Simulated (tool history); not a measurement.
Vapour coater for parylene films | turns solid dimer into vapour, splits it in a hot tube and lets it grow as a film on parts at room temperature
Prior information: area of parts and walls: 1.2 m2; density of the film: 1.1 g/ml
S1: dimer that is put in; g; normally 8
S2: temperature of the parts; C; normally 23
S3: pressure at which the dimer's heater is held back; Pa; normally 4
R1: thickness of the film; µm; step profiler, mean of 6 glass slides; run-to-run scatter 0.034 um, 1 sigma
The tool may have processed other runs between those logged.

run	day	S1	S2	S3	R1
1	0	8	23	4	3.39
2	1.408	8	17	4	4.11
3	2.246	8	17	4	4.03
4	4.029	8	17	4	4.02
5	5.421	8	17	4	3.88
6	6.312	8	23	4	3.29
7	7.783	8	23	4	3.21
8	9.488	8	23	4	3.21
9	11.267	8	23	4	3.19
# day 11.575: trap's valve overhauled
10	13.192	8	22	4	3.11
11	14.608	8	22	4	3.1
12	16.271	8	22	4	3.12
13	17.7	8	22	4	3.03
14	18.542	8	22	4	3.02
15	19.767	4	17	4.27	1.72
16	21.375	10	23	2.24	3.7
# day 21.921: trap's valve overhauled, once more
17	22.933	9	23	5.36	3.72
18	23.692	9	23	5.36	3.71
19	24.512	14	28	5.03	4.87
20	25.429	10	17	10.24	4.64
21	26.325	10	17	10.24	4.67
22	27.083	10	17	10.24	4.66

Consider 3 possible next runs. They are alternatives, not a sequence: every one starts from the tool as it was left by run 22. What does each give?
A	28.071	3	17	10.24	?
B	28.071	10	17	5.27	?
C	28.071	4	26	4	?

run	R1
A	1.37
B	4.75
C	1.5
Stripped of hidden state, with their random variation kept, the same runs would have yielded:
run	R1
A	1.46
B	5.07
C	1.59

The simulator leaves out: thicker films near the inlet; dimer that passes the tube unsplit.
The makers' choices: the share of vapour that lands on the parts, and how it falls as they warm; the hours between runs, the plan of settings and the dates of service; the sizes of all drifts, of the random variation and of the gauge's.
